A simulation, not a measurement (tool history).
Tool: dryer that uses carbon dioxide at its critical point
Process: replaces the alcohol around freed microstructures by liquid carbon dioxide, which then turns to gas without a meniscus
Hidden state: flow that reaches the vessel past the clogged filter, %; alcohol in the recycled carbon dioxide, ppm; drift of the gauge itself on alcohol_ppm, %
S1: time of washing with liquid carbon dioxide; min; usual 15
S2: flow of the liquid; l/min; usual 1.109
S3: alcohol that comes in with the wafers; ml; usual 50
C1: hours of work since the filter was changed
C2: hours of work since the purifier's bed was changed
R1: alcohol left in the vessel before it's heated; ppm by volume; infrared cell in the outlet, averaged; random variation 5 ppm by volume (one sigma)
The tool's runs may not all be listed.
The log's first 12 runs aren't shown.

run	day	S1	S2	S3	C1	C2	R1
13	6.35	15	1.39	50	132	194	49
14	6.858	15	1.39	50	138	200	54
15	7.375	15	1.39	50	144	206	46
16	8.008	15	1.48	50	151	213	45
17	8.612	15	1.109	69	158	220	107
18	9.258	15	0.93	50	166	228	183
19	9.575	15	0.93	50	170	232	181
20	10.017	15	0.93	50	175	237	182
21	10.708	15	0.93	50	183	245	181
22	11.433	15	0.68	49	192	254	604
23	11.929	15	1.109	26	197	259	71
24	12.404	16	1.41	47	203	265	59
25	12.95	11	1.39	47	209	271	124
26	13.446	11	1.39	47	215	277	124
27	14.046	11	1.39	47	222	284	142
28	14.6	11	1.39	47	229	291	137
29	14.929	14	1.109	60	233	295	149
30	15.288	21	1.109	42	237	299	54
31	15.75	21	1.109	42	242	304	64
32	16.262	22	1.81	50	248	310	67
33	16.725	11	1.81	50	254	316	68
34	17.438	11	1.64	22	262	324	85
35	17.758	11	1.64	22	266	328	77
36	18.388	23	0.72	81	273	335	160

Forecast each of these 5 alternatives for the next run:
A	18.867	23	1.55	81	279	341	?
B	18.867	19	1.78	61	279	341	?
C	18.867	16	0.72	81	279	341	?
D	18.867	13	1.28	81	279	341	?
E	18.867	24	1.109	31	279	341	?

run	R1
A	72
B	72
C	676
D	149
E	67
Without the tool's hidden state the same runs would have given:
run	R1
A	9
B	10
C	487
D	65
E	5

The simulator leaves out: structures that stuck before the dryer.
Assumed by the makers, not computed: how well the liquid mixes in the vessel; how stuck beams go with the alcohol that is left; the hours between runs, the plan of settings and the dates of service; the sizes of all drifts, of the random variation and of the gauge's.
